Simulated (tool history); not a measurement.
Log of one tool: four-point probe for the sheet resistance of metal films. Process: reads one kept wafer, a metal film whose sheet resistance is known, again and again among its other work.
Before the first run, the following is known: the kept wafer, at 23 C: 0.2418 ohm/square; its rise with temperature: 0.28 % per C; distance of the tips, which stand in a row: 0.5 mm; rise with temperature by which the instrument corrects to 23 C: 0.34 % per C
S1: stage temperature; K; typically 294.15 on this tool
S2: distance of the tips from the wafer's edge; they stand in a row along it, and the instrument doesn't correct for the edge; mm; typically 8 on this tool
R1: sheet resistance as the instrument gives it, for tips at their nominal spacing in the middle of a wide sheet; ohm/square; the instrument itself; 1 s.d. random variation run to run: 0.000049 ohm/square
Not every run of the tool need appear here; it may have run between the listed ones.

Run 1, hour 0: usual settings. Result: R1 0.242543 ohm/square.
Run 2, hour 12.9: usual settings. Result: R1 0.24258 ohm/square.
Run 3, hour 21.5: usual settings but S1 304.15 K. Result: R1 0.241205 ohm/square.
Run 4, hour 31.3: usual settings but S1 304.15 K, S2 18 mm. Result: R1 0.24089 ohm/square.
Run 5, hour 45.1: usual settings. Result: R1 0.242529 ohm/square.
Run 6, hour 52.8: usual settings. Result: R1 0.242597 ohm/square.
Run 7, hour 65.3: usual settings. Result: R1 0.24265 ohm/square.
Run 8, hour 73.7: usual settings. Result: R1 0.242585 ohm/square.
Run 9, hour 86.6: usual settings but S1 295.15 K, S2 4 mm. Result: R1 0.24402 ohm/square.
Run 10, hour 102.1: usual settings but S2 13 mm. Result: R1 0.242242 ohm/square.
Run 11, hour 114.9: usual settings but S1 307.15 K. Result: R1 0.240957 ohm/square.
Run 12, hour 125.4: usual settings but S1 292.15 K, S2 23 mm. Result: R1 0.242342 ohm/square.
Run 13, hour 140.6: usual settings but S1 303.15 K, S2 7 mm. Result: R1 0.241532 ohm/square.
Run 14, hour 148.3: usual settings but S2 13 mm. Result: R1 0.242255 ohm/square.

Predict each of these 5 candidate next runs independently; none follows another, all start after run 14:
Run A, hour 157.8: usual settings but S1 306.15 K, S2 13 mm. Result: R1 ?.
Run B, hour 157.8: usual settings but S1 292.15 K, S2 67 mm. Result: R1 ?.
Run C, hour 157.8: usual settings but S1 298.15 K, S2 21 mm. Result: R1 ?.
Run D, hour 157.8: usual settings but S1 296.15 K, S2 56 mm. Result: R1 ?.
Run E, hour 157.8: usual settings but S1 298.15 K, S2 3 mm. Result: R1 ?.

run        R1
  A  0.240834
  B  0.242358
  C  0.241657
  D  0.241889
  E   0.24511
What these runs would have given with no unlogged condition in the tool:
run        R1
  A   0.24083
  B  0.242354
  C  0.241654
  D  0.241886
  E  0.245106
